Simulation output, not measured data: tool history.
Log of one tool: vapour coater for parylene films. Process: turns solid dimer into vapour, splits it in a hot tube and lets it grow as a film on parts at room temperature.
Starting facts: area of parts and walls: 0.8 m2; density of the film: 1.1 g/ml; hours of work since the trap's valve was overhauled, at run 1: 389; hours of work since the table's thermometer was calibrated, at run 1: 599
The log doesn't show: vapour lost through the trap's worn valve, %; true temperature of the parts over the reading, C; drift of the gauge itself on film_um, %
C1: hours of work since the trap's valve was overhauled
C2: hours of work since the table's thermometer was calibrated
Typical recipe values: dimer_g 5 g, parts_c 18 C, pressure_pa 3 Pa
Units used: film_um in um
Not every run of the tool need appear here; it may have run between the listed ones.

run 1 day=0 | dimer_g=5 parts_c=18 pressure_pa=3 | C1=389 C2=599 | film_um=3.64
run 2 day=2.088 | dimer_g=5 parts_c=18 pressure_pa=3 | C1=417 C2=627 | film_um=3.65
run 3 day=3.696 | dimer_g=5 parts_c=18 pressure_pa=3 | C1=439 C2=649 | film_um=3.64
run 4 day=6.046 | dimer_g=5 parts_c=18 pressure_pa=3 | C1=471 C2=681 | film_um=3.64
run 5 day=7.971 | dimer_g=5 parts_c=18 pressure_pa=3 | C1=497 C2=707 | film_um=3.65
run 6 day=9.95 | dimer_g=5 parts_c=18 pressure_pa=3 | C1=524 C2=734 | film_um=3.64
run 7 day=12.329 | dimer_g=5 parts_c=18 pressure_pa=3 | C1=556 C2=766 | film_um=3.65
run 8 day=14.804 | dimer_g=5 parts_c=18 pressure_pa=2.29 | C1=590 C2=800 | film_um=3.9
-- day=16.412 trap's valve overhauled
run 9 day=17.317 | dimer_g=5 parts_c=18 pressure_pa=2.29 | C1=12 C2=832 | film_um=3.88
run 10 day=19.846 | dimer_g=5 parts_c=18 pressure_pa=2.29 | C1=47 C2=866 | film_um=3.89
run 11 day=21.762 | dimer_g=5 parts_c=18 pressure_pa=2.29 | C1=73 C2=892 | film_um=3.88
run 12 day=23.817 | dimer_g=5 parts_c=18 pressure_pa=3 | C1=100 C2=920 | film_um=3.64
run 13 day=24.921 | dimer_g=5 parts_c=18 pressure_pa=3 | C1=115 C2=935 | film_um=3.66
run 14 day=26.204 | dimer_g=5 parts_c=18 pressure_pa=2.3 | C1=133 C2=952 | film_um=3.9
run 15 day=28.629 | dimer_g=5 parts_c=18 pressure_pa=2.3 | C1=166 C2=985 | film_um=3.89
run 16 day=29.767 | dimer_g=5 parts_c=18 pressure_pa=3 | C1=181 C2=1001 | film_um=3.63
run 17 day=31.883 | dimer_g=5 parts_c=18 pressure_pa=3 | C1=210 C2=1029 | film_um=3.64
-- day=33.204 table's thermometer calibrated
run 18 day=33.758 | dimer_g=5 parts_c=18 pressure_pa=3 | C1=235 C2=8 | film_um=3.65
run 19 day=36.267 | dimer_g=5 parts_c=18 pressure_pa=3 | C1=269 C2=42 | film_um=3.64
run 20 day=38.85 | dimer_g=5 parts_c=18 pressure_pa=3 | C1=304 C2=77 | film_um=3.64
run 21 day=40.171 | dimer_g=5 parts_c=18 pressure_pa=3 | C1=322 C2=95 | film_um=3.63
run 22 day=42.4 | dimer_g=5 parts_c=18 pressure_pa=3 | C1=352 C2=125 | film_um=3.65
run 23 day=43.567 | dimer_g=5 parts_c=18 pressure_pa=3 | C1=368 C2=141 | film_um=3.65
run 24 day=45.925 | dimer_g=5 parts_c=18 pressure_pa=3 | C1=400 C2=173 | film_um=3.63
run 25 day=48.029 | dimer_g=5 parts_c=18 pressure_pa=3 | C1=429 C2=201 | film_um=3.62
run 26 day=50.483 | dimer_g=2 parts_c=29 pressure_pa=2.2 | C1=462 C2=234 | film_um=1.28
run 27 day=51.942 | dimer_g=2 parts_c=29 pressure_pa=2.2 | C1=482 C2=254 | film_um=1.28
run 28 day=53.904 | dimer_g=5 parts_c=26 pressure_pa=3.96 | C1=508 C2=281 | film_um=2.93
run 29 day=56.288 | dimer_g=4 parts_c=24 pressure_pa=2.95 | C1=541 C2=313 | film_um=2.6
run 30 day=57.596 | dimer_g=3 parts_c=18 pressure_pa=3 | C1=558 C2=331 | film_um=2.19
run 31 day=59.442 | dimer_g=3 parts_c=18 pressure_pa=3 | C1=583 C2=356 | film_um=2.19
run 32 day=60.688 | dimer_g=3 parts_c=18 pressure_pa=3 | C1=600 C2=373 | film_um=2.18
-- day=61.421 trap's valve overhauled
run 33 day=62.7 | dimer_g=5 parts_c=18 pressure_pa=3 | C1=17 C2=398 | film_um=3.63
run 34 day=64.138 | dimer_g=4 parts_c=13 pressure_pa=4.68 | C1=37 C2=418 | film_um=2.87
run 35 day=65.308 | dimer_g=4 parts_c=19 pressure_pa=3.79 | C1=53 C2=433 | film_um=2.71
run 36 day=66.908 | dimer_g=3 parts_c=22 pressure_pa=2.18 | C1=74 C2=455 | film_um=2.2
run 37 day=68.304 | dimer_g=3 parts_c=22 pressure_pa=2.18 | C1=93 C2=474 | film_um=2.19
run 38 day=70.821 | dimer_g=3 parts_c=22 pressure_pa=2.18 | C1=128 C2=508 | film_um=2.21
run 39 day=73.496 | dimer_g=3 parts_c=22 pressure_pa=2.18 | C1=164 C2=545 | film_um=2.19
run 40 day=74.858 | dimer_g=2 parts_c=18 pressure_pa=7 | C1=182 C2=563 | film_um=1.18
run 41 day=76.721 | dimer_g=5 parts_c=13 pressure_pa=3.19 | C1=208 C2=588 | film_um=3.98
run 42 day=79.171 | dimer_g=8 parts_c=16 pressure_pa=4.01 | C1=241 C2=622 | film_um=5.65
run 43 day=80.883 | dimer_g=8 parts_c=16 pressure_pa=4.01 | C1=264 C2=645 | film_um=5.66
run 44 day=82.229 | dimer_g=4 parts_c=11 pressure_pa=3 | C1=282 C2=663 | film_um=3.35
run 45 day=84.117 | dimer_g=4 parts_c=24 pressure_pa=3.3 | C1=308 C2=689 | film_um=2.54
run 46 day=86.562 | dimer_g=4 parts_c=24 pressure_pa=3.3 | C1=341 C2=722 | film_um=2.54
run 47 day=88.654 | dimer_g=4 parts_c=24 pressure_pa=3.3 | C1=370 C2=750 | film_um=2.55
run 48 day=89.817 | dimer_g=3 parts_c=22 pressure_pa=10.14 | C1=385 C2=766 | film_um=1.51

3 options for the next run, each taken on its own from the tool as it stands now. Forecast them:
run A day=91.708 | dimer_g=3 parts_c=24 pressure_pa=3 | C1=411 C2=792 | film_um=?
run B day=91.708 | dimer_g=5 parts_c=18 pressure_pa=2.08 | C1=411 C2=792 | film_um=?
run C day=91.708 | dimer_g=7 parts_c=18 pressure_pa=3 | C1=411 C2=792 | film_um=?

run=A film_um=1.96
run=B film_um=4
run=C film_um=5.06
With no hidden state in the tool, these same runs would have given:
run=A film_um=1.96
run=B film_um=4
run=C film_um=5.06
